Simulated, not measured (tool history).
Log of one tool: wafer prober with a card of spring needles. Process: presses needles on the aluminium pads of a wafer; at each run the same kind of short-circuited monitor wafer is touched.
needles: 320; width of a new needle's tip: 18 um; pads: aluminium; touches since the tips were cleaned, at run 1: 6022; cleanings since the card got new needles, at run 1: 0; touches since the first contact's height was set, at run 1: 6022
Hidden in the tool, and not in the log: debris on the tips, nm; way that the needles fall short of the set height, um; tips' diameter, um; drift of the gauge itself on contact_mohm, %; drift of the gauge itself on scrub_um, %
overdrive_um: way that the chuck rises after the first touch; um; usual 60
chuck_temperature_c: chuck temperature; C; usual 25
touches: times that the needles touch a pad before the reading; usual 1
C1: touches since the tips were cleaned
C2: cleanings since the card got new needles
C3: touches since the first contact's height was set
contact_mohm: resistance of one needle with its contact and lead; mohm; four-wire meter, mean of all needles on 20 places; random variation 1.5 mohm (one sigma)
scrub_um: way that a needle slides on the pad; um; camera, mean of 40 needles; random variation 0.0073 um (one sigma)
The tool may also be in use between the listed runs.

{"run": 1, "hour": 0.0, "overdrive_um": 60, "chuck_temperature_c": 25, "touches": 1, "C1": 6022, "C2": 0, "C3": 6022, "contact_mohm": 231, "scrub_um": 13.824}
{"hour": 6.2, "done": "tips cleaned on abrasive film"}
{"run": 2, "hour": 18.3, "overdrive_um": 60, "chuck_temperature_c": 25, "touches": 1, "C1": 5638, "C2": 1, "C3": 14504, "contact_mohm": 271, "scrub_um": 13.83}
{"hour": 25.9, "done": "tips cleaned on abrasive film"}
{"run": 3, "hour": 34.5, "overdrive_um": 60, "chuck_temperature_c": 25, "touches": 1, "C1": 4020, "C2": 2, "C3": 21990, "contact_mohm": 215, "scrub_um": 13.823}
{"hour": 45.5, "done": "tips cleaned on abrasive film"}
{"run": 4, "hour": 51.2, "overdrive_um": 60, "chuck_temperature_c": 25, "touches": 1, "C1": 2651, "C2": 3, "C3": 29729, "contact_mohm": 200, "scrub_um": 13.814}
{"hour": 60.2, "done": "tips cleaned on abrasive film, once more"}
{"run": 5, "hour": 73.9, "overdrive_um": 60, "chuck_temperature_c": 25, "touches": 1, "C1": 6360, "C2": 4, "C3": 40252, "contact_mohm": 232, "scrub_um": 13.781}
{"hour": 81.1, "done": "tips cleaned on abrasive film"}
{"run": 6, "hour": 84.2, "overdrive_um": 60, "chuck_temperature_c": 25, "touches": 1, "C1": 1459, "C2": 5, "C3": 44997, "contact_mohm": 178, "scrub_um": 13.787}
{"run": 7, "hour": 94.9, "overdrive_um": 60, "chuck_temperature_c": 25, "touches": 1, "C1": 6451, "C2": 5, "C3": 49989, "contact_mohm": 232, "scrub_um": 13.779}
{"hour": 101.4, "done": "tips cleaned on abrasive film"}
{"run": 8, "hour": 105.5, "overdrive_um": 72, "chuck_temperature_c": 25, "touches": 1, "C1": 1929, "C2": 6, "C3": 54887, "contact_mohm": 172, "scrub_um": 16.535}
{"run": 9, "hour": 118.1, "overdrive_um": 72, "chuck_temperature_c": 25, "touches": 1, "C1": 7804, "C2": 6, "C3": 60762, "contact_mohm": 212, "scrub_um": 16.534}
{"hour": 120.9, "done": "tips cleaned on abrasive film"}
{"run": 10, "hour": 134.0, "overdrive_um": 72, "chuck_temperature_c": 25, "touches": 1, "C1": 6079, "C2": 7, "C3": 68100, "contact_mohm": 207, "scrub_um": 16.521}
{"hour": 140.9, "done": "tips cleaned on abrasive film"}
{"run": 11, "hour": 152.3, "overdrive_um": 44, "chuck_temperature_c": 25, "touches": 1, "C1": 5277, "C2": 8, "C3": 76567, "contact_mohm": 297, "scrub_um": 10.06}
{"hour": 161.1, "done": "tips cleaned on abrasive film"}
{"run": 12, "hour": 165.3, "overdrive_um": 60, "chuck_temperature_c": 25, "touches": 1, "C1": 1967, "C2": 9, "C3": 82589, "contact_mohm": 188, "scrub_um": 13.74}
{"run": 13, "hour": 177.4, "overdrive_um": 60, "chuck_temperature_c": 25, "touches": 1, "C1": 7604, "C2": 9, "C3": 88226, "contact_mohm": 241, "scrub_um": 13.74}
{"hour": 180.9, "done": "tips cleaned on abrasive film"}
{"run": 14, "hour": 192.1, "overdrive_um": 60, "chuck_temperature_c": 25, "touches": 1, "C1": 5181, "C2": 10, "C3": 95006, "contact_mohm": 225, "scrub_um": 13.711}
{"hour": 201.1, "done": "tips cleaned on abrasive film"}
{"hour": 209.6, "done": "height of the first contact set anew"}
{"run": 15, "hour": 210.4, "overdrive_um": 60, "chuck_temperature_c": 25, "touches": 1, "C1": 4177, "C2": 11, "C3": 334, "contact_mohm": 212, "scrub_um": 13.84}
{"hour": 220.9, "done": "tips cleaned on abrasive film"}
{"run": 16, "hour": 232.8, "overdrive_um": 60, "chuck_temperature_c": 25, "touches": 1, "C1": 5546, "C2": 12, "C3": 10744, "contact_mohm": 232, "scrub_um": 13.814}
{"hour": 240.7, "done": "tips cleaned on abrasive film"}
{"run": 17, "hour": 246.9, "overdrive_um": 54, "chuck_temperature_c": 25, "touches": 1, "C1": 2905, "C2": 13, "C3": 17279, "contact_mohm": 220, "scrub_um": 12.435}
{"hour": 259.8, "done": "tips cleaned on abrasive film"}
{"run": 18, "hour": 267.4, "overdrive_um": 46, "chuck_temperature_c": 46, "touches": 1, "C1": 3532, "C2": 14, "C3": 26758, "contact_mohm": 255, "scrub_um": 10.571}
{"hour": 278.9, "done": "tips cleaned on abrasive film"}
{"run": 19, "hour": 288.8, "overdrive_um": 50, "chuck_temperature_c": 25, "touches": 1, "C1": 4600, "C2": 15, "C3": 36679, "contact_mohm": 253, "scrub_um": 11.476}
{"hour": 299.2, "done": "tips cleaned on abrasive film"}
{"run": 20, "hour": 307.4, "overdrive_um": 50, "chuck_temperature_c": 25, "touches": 1, "C1": 3814, "C2": 16, "C3": 45293, "contact_mohm": 245, "scrub_um": 11.467}
{"hour": 319.0, "done": "tips cleaned on abrasive film"}
{"run": 21, "hour": 329.7, "overdrive_um": 50, "chuck_temperature_c": 25, "touches": 2, "C1": 4976, "C2": 17, "C3": 55633, "contact_mohm": 207, "scrub_um": 11.464}
{"hour": 338.5, "done": "tips cleaned on abrasive film"}
{"run": 22, "hour": 344.7, "overdrive_um": 47, "chuck_temperature_c": 70, "touches": 2, "C1": 2874, "C2": 18, "C3": 62577, "contact_mohm": 207, "scrub_um": 10.757}
{"hour": 357.8, "done": "tips cleaned on abrasive film"}
{"run": 23, "hour": 358.2, "overdrive_um": 48, "chuck_temperature_c": 33, "touches": 2, "C1": 159, "C2": 19, "C3": 68803, "contact_mohm": 154, "scrub_um": 10.982}
{"hour": 377.9, "done": "tips cleaned on abrasive film"}
{"run": 24, "hour": 377.9, "overdrive_um": 54, "chuck_temperature_c": 75, "touches": 1, "C1": 0, "C2": 20, "C3": 77935, "contact_mohm": 165, "scrub_um": 12.346}
{"run": 25, "hour": 395.9, "overdrive_um": 54, "chuck_temperature_c": 75, "touches": 1, "C1": 8397, "C2": 20, "C3": 86332, "contact_mohm": 267, "scrub_um": 12.351}
{"hour": 397.9, "done": "tips cleaned on abrasive film"}
{"run": 26, "hour": 416.3, "overdrive_um": 64, "chuck_temperature_c": 75, "touches": 2, "C1": 8547, "C2": 21, "C3": 95778, "contact_mohm": 195, "scrub_um": 14.636}
{"hour": 417.9, "done": "tips cleaned on abrasive film"}
{"hour": 431.9, "done": "height of the first contact set anew"}
{"hour": 438.3, "done": "tips cleaned on abrasive film"}
{"run": 27, "hour": 438.9, "overdrive_um": 49, "chuck_temperature_c": 25, "touches": 2, "C1": 297, "C2": 23, "C3": 3221, "contact_mohm": 153, "scrub_um": 11.291}
{"hour": 457.3, "done": "tips cleaned on abrasive film"}
{"run": 28, "hour": 460.7, "overdrive_um": 42, "chuck_temperature_c": 30, "touches": 2, "C1": 1587, "C2": 24, "C3": 13349, "contact_mohm": 193, "scrub_um": 9.649}
{"hour": 477.8, "done": "tips cleaned on abrasive film"}
{"run": 29, "hour": 480.8, "overdrive_um": 42, "chuck_temperature_c": 30, "touches": 2, "C1": 1424, "C2": 25, "C3": 22651, "contact_mohm": 190, "scrub_um": 9.653}
{"run": 30, "hour": 492.2, "overdrive_um": 65, "chuck_temperature_c": 48, "touches": 2, "C1": 6747, "C2": 25, "C3": 27974, "contact_mohm": 189, "scrub_um": 14.961}
{"hour": 497.3, "done": "tips cleaned on abrasive film"}
{"run": 31, "hour": 504.6, "overdrive_um": 53, "chuck_temperature_c": 105, "touches": 2, "C1": 3389, "C2": 26, "C3": 33690, "contact_mohm": 199, "scrub_um": 12.174}
{"hour": 517.2, "done": "tips cleaned on abrasive film"}
{"run": 32, "hour": 522.9, "overdrive_um": 60, "chuck_temperature_c": 27, "touches": 1, "C1": 2652, "C2": 27, "C3": 42158, "contact_mohm": 204, "scrub_um": 13.777}
{"hour": 536.6, "done": "tips cleaned on abrasive film"}
{"run": 33, "hour": 537.5, "overdrive_um": 60, "chuck_temperature_c": 29, "touches": 2, "C1": 413, "C2": 28, "C3": 48893, "contact_mohm": 146, "scrub_um": 13.768}

The same runs without the tool's hidden state, with the same run-to-run variation:
run=1 contact_mohm=136 scrub_um=13.824
run=2 contact_mohm=136 scrub_um=13.830
run=3 contact_mohm=135 scrub_um=13.837
run=4 contact_mohm=137 scrub_um=13.842
run=5 contact_mohm=134 scrub_um=13.824
run=6 contact_mohm=137 scrub_um=13.840
run=7 contact_mohm=136 scrub_um=13.831
run=8 contact_mohm=135 scrub_um=16.601
run=9 contact_mohm=135 scrub_um=16.600
run=10 contact_mohm=134 scrub_um=16.599
run=11 contact_mohm=141 scrub_um=10.150
run=12 contact_mohm=136 scrub_um=13.839
run=13 contact_mohm=134 scrub_um=13.839
run=14 contact_mohm=135 scrub_um=13.824
run=15 contact_mohm=134 scrub_um=13.840
run=16 contact_mohm=137 scrub_um=13.824
run=17 contact_mohm=136 scrub_um=12.454
run=18 contact_mohm=143 scrub_um=10.603
run=19 contact_mohm=138 scrub_um=11.520
run=20 contact_mohm=137 scrub_um=11.522
run=21 contact_mohm=136 scrub_um=11.530
run=22 contact_mohm=148 scrub_um=10.833
run=23 contact_mohm=144 scrub_um=11.067
run=24 contact_mohm=150 scrub_um=12.444
run=25 contact_mohm=145 scrub_um=12.450
run=26 contact_mohm=140 scrub_um=14.749
run=27 contact_mohm=139 scrub_um=11.300
run=28 contact_mohm=144 scrub_um=9.671
run=29 contact_mohm=142 scrub_um=9.684
run=30 contact_mohm=137 scrub_um=14.993
run=31 contact_mohm=149 scrub_um=12.216
run=32 contact_mohm=138 scrub_um=13.833
run=33 contact_mohm=134 scrub_um=13.834
